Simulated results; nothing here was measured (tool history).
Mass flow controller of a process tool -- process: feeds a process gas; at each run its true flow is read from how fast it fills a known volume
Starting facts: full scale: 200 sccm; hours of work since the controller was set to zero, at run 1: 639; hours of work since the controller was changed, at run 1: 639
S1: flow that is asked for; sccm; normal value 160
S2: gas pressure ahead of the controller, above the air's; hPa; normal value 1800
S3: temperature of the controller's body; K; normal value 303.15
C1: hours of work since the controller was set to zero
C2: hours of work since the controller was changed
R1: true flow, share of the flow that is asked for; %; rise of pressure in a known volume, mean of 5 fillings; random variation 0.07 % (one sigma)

Run 1, hour 0.0: usual settings; C1 639; C2 639. Result: R1 99.71 %.
Run 2, hour 243.6: usual settings; C1 827; C2 827. Result: R1 99.85 %.
Run 3, hour 544.1: usual settings; C1 1058; C2 1058. Result: R1 99.89 %.
Run 4, hour 837.6: usual settings; C1 1285; C2 1285. Result: R1 100.10 %.
Run 5, hour 1202.8: usual settings; C1 1566; C2 1566. Result: R1 100.21 %.
Run 6, hour 1523.2: usual settings; C1 1813; C2 1813. Result: R1 100.26 %.
Run 7, hour 1764.5: usual settings; C1 1999; C2 1999. Result: R1 100.28 %.
Run 8, hour 2069.6: usual settings; C1 2234; C2 2234. Result: R1 100.43 %.
Run 9, hour 2427.5: usual settings; C1 2510; C2 2510. Result: R1 100.54 %.
Run 10, hour 2594.5: usual settings; C1 2638; C2 2638. Result: R1 100.44 %.
Run 11, hour 2833.9: usual settings but S1 31 sccm; C1 2823; C2 2823. Result: R1 100.85 %.
Run 12, hour 3061.1: usual settings but S1 31 sccm; C1 2998; C2 2998. Result: R1 101.04 %.
Run 13, hour 3269.6: usual settings but S1 62 sccm; C1 3158; C2 3158. Result: R1 100.33 %.
Run 14, hour 3628.2: usual settings; C1 3435; C2 3435. Result: R1 101.00 %.
Run 15, hour 3916.6: usual settings; C1 3657; C2 3657. Result: R1 101.04 %.
Run 16, hour 4192.3: usual settings but S3 296.15 K; C1 3869; C2 3869. Result: R1 100.96 %.
Run 17, hour 4512.5: usual settings but S3 296.15 K; C1 4116; C2 4116. Result: R1 101.10 %.
Run 18, hour 4797.4: usual settings but S3 296.15 K; C1 4336; C2 4336. Result: R1 101.08 %.
Run 19, hour 4982.3: usual settings but S3 307.15 K; C1 4478; C2 4478. Result: R1 101.57 %.
Run 20, hour 5194.6: usual settings; C1 4642; C2 4642. Result: R1 101.36 %.
Run 21, hour 5455.7: usual settings but S2 1490 hPa, S3 312.15 K; C1 4843; C2 4843. Result: R1 101.59 %.
Run 22, hour 5712.8: usual settings but S1 29 sccm, S2 2230 hPa, S3 304.15 K; C1 5041; C2 5041. Result: R1 104.30 %.
Run 23, hour 6080.9: usual settings; C1 5325; C2 5325. Result: R1 101.85 %.
Run 24, hour 6388.8: usual settings but S1 28 sccm, S2 2000 hPa, S3 305.15 K; C1 5562; C2 5562. Result: R1 104.99 %.
Run 25, hour 6744.9: usual settings but S1 100 sccm, S2 1540 hPa, S3 300.15 K; C1 5836; C2 5836. Result: R1 101.48 %.
Run 26, hour 6913.6: usual settings but S2 2380 hPa, S3 309.15 K; C1 5966; C2 5966. Result: R1 102.50 %.
Run 27, hour 7169.6: usual settings but S3 295.15 K; C1 6164; C2 6164. Result: R1 102.01 %.
Run 28, hour 7323.8: usual settings but S1 25 sccm, S2 2410 hPa; C1 6282; C2 6282. Result: R1 107.12 %.
Run 29, hour 7652.8: usual settings but S1 98 sccm, S2 2780 hPa, S3 304.15 K; C1 6536; C2 6536. Result: R1 102.48 %.
Run 30, hour 7870.8: usual settings but S1 98 sccm, S2 2780 hPa, S3 304.15 K; C1 6704; C2 6704. Result: R1 102.57 %.
Run 31, hour 8240.5: usual settings but S1 175 sccm, S2 2780 hPa, S3 299.15 K; C1 6989; C2 6989. Result: R1 102.92 %.
Run 32, hour 8563.4: usual settings but S1 175 sccm, S3 293.15 K; C1 7238; C2 7238. Result: R1 102.40 %.
Run 33, hour 8890.8: usual settings but S1 32 sccm, S2 2310 hPa, S3 306.15 K; C1 7490; C2 7490. Result: R1 106.82 %.
Run 34, hour 9096.2: usual settings but S1 28 sccm, S2 2310 hPa, S3 309.15 K; C1 7648; C2 7648. Result: R1 108.13 %.
Run 35, hour 9459.6: usual settings but S1 23 sccm, S2 1640 hPa; C1 7928; C2 7928. Result: R1 110.28 %.
Run 36, hour 9675.5: usual settings but S1 23 sccm, S2 2140 hPa, S3 309.15 K; C1 8094; C2 8094. Result: R1 110.79 %.
Run 37, hour 9991.2: usual settings but S1 55 sccm, S2 1690 hPa; C1 8338; C2 8338. Result: R1 104.41 %.
Run 38, hour 10299.4: usual settings but S1 55 sccm, S2 1690 hPa; C1 8575; C2 8575. Result: R1 104.77 %.
Run 39, hour 10603.8: usual settings but S1 38 sccm, S2 1690 hPa; C1 8810; C2 8810. Result: R1 107.01 %.

3 ways to go on from here, each from the tool as it stands after run 39. What would each give?
At hour 10687.0: controller's zero set anew.
Run A, hour 10971.5: usual settings but S1 75 sccm, S2 1490 hPa, S3 294.15 K; C1 219; C2 9093. Result: R1 ?.
At hour 10687.0: controller's zero set anew.
Run B, hour 10971.5: usual settings but S1 82 sccm, S2 1610 hPa, S3 308.15 K; C1 219; C2 9093. Result: R1 ?.
At hour 10687.0: controller's zero set anew.
Run C, hour 10971.5: usual settings but S1 128 sccm, S2 2290 hPa, S3 301.15 K; C1 219; C2 9093. Result: R1 ?.

run      R1
  A   99.90
  B  100.28
  C  101.02
Stripped of hidden state, with their random variation kept, the same runs would have yielded:
run     R1
  A  97.62
  B  98.02
  C  98.79

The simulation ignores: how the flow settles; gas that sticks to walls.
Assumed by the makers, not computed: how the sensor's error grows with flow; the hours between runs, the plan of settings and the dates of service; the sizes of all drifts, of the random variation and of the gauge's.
